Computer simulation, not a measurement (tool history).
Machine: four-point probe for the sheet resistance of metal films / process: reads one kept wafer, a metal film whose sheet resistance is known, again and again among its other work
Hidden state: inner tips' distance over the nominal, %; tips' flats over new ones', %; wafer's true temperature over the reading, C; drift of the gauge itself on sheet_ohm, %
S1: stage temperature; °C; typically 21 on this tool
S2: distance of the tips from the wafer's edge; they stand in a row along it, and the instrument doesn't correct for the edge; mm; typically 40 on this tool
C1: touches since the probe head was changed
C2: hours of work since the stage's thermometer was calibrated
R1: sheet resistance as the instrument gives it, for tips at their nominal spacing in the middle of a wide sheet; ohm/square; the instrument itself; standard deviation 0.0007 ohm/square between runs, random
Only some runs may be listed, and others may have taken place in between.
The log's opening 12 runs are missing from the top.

run   hour  S1  S2     C1   C2        R1
 13  154.5  23  40  13945  327   3.51152
 14  171.8  23  40  14362  335  3.510685
 15  185.3  23  40  14689  340  3.510332
 16  196.4  23  40  14958  345  3.511419
 17  207.3  23  40  15220  350  3.509125
 18  222.4  23  40  15586  356  3.510375
 19  236.8  23  40  15934  362  3.510295
 20  252.1  23   9  16303  369  3.532007
 21  269.8  23   9  16730  376  3.532094
 22  286.9  23  63  17144  384  3.511705

Expected results for the next run?
 23  303.3  25  17  17539  391   ?

R1: 3.516065 ohm/square
On a tool with no hidden condition, and with the same random variation, this run would have come out at R1 3.510703 ohm/square.

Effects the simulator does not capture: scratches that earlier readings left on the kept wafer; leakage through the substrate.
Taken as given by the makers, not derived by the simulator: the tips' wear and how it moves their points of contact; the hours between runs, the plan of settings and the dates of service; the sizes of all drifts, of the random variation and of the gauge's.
